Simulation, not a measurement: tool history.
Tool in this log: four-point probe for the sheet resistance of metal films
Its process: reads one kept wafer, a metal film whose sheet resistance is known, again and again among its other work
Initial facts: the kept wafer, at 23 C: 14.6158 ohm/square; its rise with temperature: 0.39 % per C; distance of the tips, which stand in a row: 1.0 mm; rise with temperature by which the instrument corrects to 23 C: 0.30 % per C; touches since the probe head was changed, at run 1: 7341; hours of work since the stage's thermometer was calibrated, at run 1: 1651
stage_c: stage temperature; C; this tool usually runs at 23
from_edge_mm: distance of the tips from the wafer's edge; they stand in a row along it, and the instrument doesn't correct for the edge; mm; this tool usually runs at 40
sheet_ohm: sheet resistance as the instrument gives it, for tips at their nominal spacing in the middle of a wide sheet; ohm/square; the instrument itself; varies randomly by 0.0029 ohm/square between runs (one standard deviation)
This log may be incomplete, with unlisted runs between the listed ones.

run   hour  stage_c  from_edge_mm  touches since the probe head was changed  hours of work since the stage's thermometer was calibrated  sheet_ohm
  1    0.0       23            40                                      7341                                                        1651  14.637331
  2   22.0       23            40                                      7626                                                        1665  14.633898
  3   36.3       23            40                                      7810                                                        1674  14.636389
      37.7  -- stage's thermometer calibrated
  4   59.4       23            26                                      8102                                                          14  14.649587
  5   78.5       23            26                                      8349                                                          26  14.651355
  6   94.3       23            26                                      8553                                                          36  14.651531
  7  110.7       23            26                                      8765                                                          47  14.650007
  8  126.5       23            40                                      8970                                                          57  14.642658
  9  138.5       23            40                                      9124                                                          64  14.641810
 10  150.4       23            40                                      9279                                                          72  14.643506
 11  164.6       23            40                                      9462                                                          81  14.640999
 12  176.4       23            30                                      9614                                                          88  14.641783
 13  198.1       23            40                                      9895                                                         102  14.642609
 14  210.8       23             7                                     10059                                                         110  14.801598
 15  220.7       35            40                                     10187                                                         117  14.788930
 16  242.3       23            40                                     10466                                                         131  14.643863
 17  252.0       19            40                                     10592                                                         137  14.588194
 18  261.6       19            40                                     10716                                                         143  14.589182
 19  278.5       19            40                                     10934                                                         154  14.589059
 20  294.7       19            40                                     11143                                                         164  14.590942
 21  313.2       23            40                                     11383                                                         176  14.642726
 22  335.5       29            40                                     11671                                                         190  14.713707
 23  346.1       27            64                                     11809                                                         197  14.686961
 24  365.9       27            64                                     12063                                                         209  14.685272
 25  380.1       22            39                                     12247                                                         218  14.624417
 26  400.4       22            39                                     12510                                                         231  14.631110
 27  413.5       22            39                                     12680                                                         240  14.626662
 28  431.0       26             6                                     12906                                                         251  14.884092
 29  452.8       20            22                                     13188                                                         265  14.611159
 30  472.5       23            35                                     13442                                                         277  14.636182
 31  493.3       21            47                                     13711                                                         291  14.610386
 32  507.1       21             9                                     13889                                                         300  14.703113
 33  518.6       25            20                                     14038                                                         307  14.673337
 34  532.4       25            20                                     14217                                                         316  14.679844
 35  553.5       23            10                                     14489                                                         329  14.712918
 36  574.4       23            10                                     14759                                                         343  14.713301
 37  588.5       21            19                                     14942                                                         351  14.628842
 38  606.6       20            13                                     15176                                                         363  14.637952
 39  618.7       22             6                                     15331                                                         371  14.837844
 40  631.0       20            30                                     15490                                                         379  14.605910
 41  653.0       23            26                                     15774                                                         393  14.645571
 42  675.0       21             3                                     16058                                                         407  15.428960
 43  694.1       31            19                                     16306                                                         419  14.748722
 44  712.6       31            19                                     16545                                                         431  14.746877

Below, each run's measurement less what the same run would have read without the hidden state. Both values contain the same run-to-run variation, but the gauge's scatter may not be the same in both:
The tool's hidden condition here consists of: inner tips' distance over the nominal, %; tips' flats over new ones', %; wafer's true temperature over the reading, C; drift of the gauge itself on sheet_ohm, %.
run  sheet_ohm
  1  +0.017218
  2  +0.016823
  3  +0.016584
  4  +0.025423
  5  +0.025081
  6  +0.024787
  7  +0.024482
  8  +0.024172
  9  +0.023954
 10  +0.023737
 11  +0.023475
 12  +0.023265
 13  +0.022861
 14  +0.022840
 15  +0.022831
 16  +0.022036
 17  +0.021722
 18  +0.021537
 19  +0.021224
 20  +0.020923
 21  +0.020709
 22  +0.020476
 23  +0.020207
 24  +0.019844
 25  +0.019418
 26  +0.019072
 27  +0.018826
 28  +0.018913
 29  +0.018055
 30  +0.017784
 31  +0.017311
 32  +0.017146
 33  +0.016976
 34  +0.016738
 35  +0.016347
 36  +0.015954
 37  +0.015557
 38  +0.015213
 39  +0.015236
 40  +0.014765
 41  +0.014458
 42  +0.014651
 43  +0.013953
 44  +0.013603

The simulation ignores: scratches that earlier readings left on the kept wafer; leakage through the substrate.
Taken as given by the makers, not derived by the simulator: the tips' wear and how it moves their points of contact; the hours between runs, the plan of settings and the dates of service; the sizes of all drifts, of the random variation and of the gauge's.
